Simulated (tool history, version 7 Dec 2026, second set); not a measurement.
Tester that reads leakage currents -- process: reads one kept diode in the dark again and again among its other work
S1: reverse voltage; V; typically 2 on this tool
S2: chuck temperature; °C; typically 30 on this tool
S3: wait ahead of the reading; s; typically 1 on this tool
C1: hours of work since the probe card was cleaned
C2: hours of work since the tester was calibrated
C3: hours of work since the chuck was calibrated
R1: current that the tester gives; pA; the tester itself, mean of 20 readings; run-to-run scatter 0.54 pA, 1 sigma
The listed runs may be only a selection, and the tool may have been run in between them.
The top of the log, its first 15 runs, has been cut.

run,hour,S1,S2,S3,C1,C2,C3,R1
16,909.2,2,30,1,1751,2000,476,195.54
17,953.8,2,30,1,1785,2034,510,195.26
18,1001.4,2,21,1,1821,2070,546,96.9
19,1074.7,2,21,1,1876,2125,601,98.05
20,1136.5,8.31,44,5.51,1923,2172,648,936.8
# hour 1150.1: probe card cleaned and baked
21,1179.6,8.31,36,1.08,22,2203,679,528.14
22,1234.8,2.26,42,1.08,64,2244,720,520.02
23,1300.4,13.59,33,7.23,114,2294,770,507.51
24,1374.5,13.59,33,7.23,170,2350,826,517.08
25,1406.5,9.87,49,1,194,2374,850,1462.08
26,1482.1,2.23,25,0.37,251,2432,908,148.73
27,1550,1.13,55,1.93,303,2483,959,1032.34
# hour 1611.5: chuck's temperature calibrated
28,1616.9,1.18,41,5.52,352,2532,4,345.29

What does the tool deliver on the next run?
29,1676.4,2.2,56,5.52,397,2577,49,?

R1: 1223.34 pA
If the tool had no hidden condition, the same run with the same run-to-run variation would have returned R1 1200.55 pA.

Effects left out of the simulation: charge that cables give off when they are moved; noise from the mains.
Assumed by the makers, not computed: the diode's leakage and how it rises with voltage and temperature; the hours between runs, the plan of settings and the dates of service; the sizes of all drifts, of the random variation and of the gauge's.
